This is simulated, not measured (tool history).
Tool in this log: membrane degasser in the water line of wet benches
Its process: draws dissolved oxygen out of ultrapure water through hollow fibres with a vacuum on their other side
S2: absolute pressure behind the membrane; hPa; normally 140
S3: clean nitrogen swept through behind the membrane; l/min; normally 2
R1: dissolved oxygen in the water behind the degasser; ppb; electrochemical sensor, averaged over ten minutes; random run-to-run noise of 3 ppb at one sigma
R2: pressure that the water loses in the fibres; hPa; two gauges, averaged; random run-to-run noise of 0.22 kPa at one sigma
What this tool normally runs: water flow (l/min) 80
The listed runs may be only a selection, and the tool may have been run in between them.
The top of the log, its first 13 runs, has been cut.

Run 14, hour 1462.8: usual settings. Result: R1 823.9 ppb, R2 545.4 hPa.
Run 15, hour 1571.4: usual settings. Result: R1 824.4 ppb, R2 549 hPa.
Run 16, hour 1686.3: usual settings. Result: R1 826.6 ppb, R2 546.7 hPa.
Run 17, hour 1782.9: usual settings. Result: R1 828.1 ppb, R2 546.8 hPa.
Run 18, hour 1872: usual settings. Result: R1 825.2 ppb, R2 547 hPa.
Run 19, hour 2010.4: usual settings. Result: R1 828.5 ppb, R2 549.2 hPa.
Run 20, hour 2101.1: usual settings but water flow (l/min) 113, S2 131 hPa, S3 0.96 l/min. Result: R1 1566.6 ppb, R2 772.2 hPa.
Run 21, hour 2186.7: usual settings but water flow (l/min) 113, S2 131 hPa, S3 0.96 l/min. Result: R1 1563 ppb, R2 775 hPa.
At hour 2224: gauge calibrated.
Run 22, hour 2335.9: usual settings but S2 110 hPa, S3 1.24 l/min. Result: R1 861 ppb, R2 539.9 hPa.
Run 23, hour 2471.4: usual settings but S2 110 hPa, S3 1.24 l/min. Result: R1 860.6 ppb, R2 542.9 hPa.
Run 24, hour 2562.2: usual settings but S2 171 hPa, S3 1.24 l/min. Result: R1 1425.3 ppb, R2 539.9 hPa.

Forecast run 25:
Run 25, hour 2662.2: usual settings but water flow (l/min) 67, S2 92 hPa. Result: R1 ?, R2 ?.

R1: 413.9 ppb
R2: 451.7 hPa
The same run, on a tool lacking any hidden state, would have yielded R1 413.9 ppb, R2 449.4 hPa.
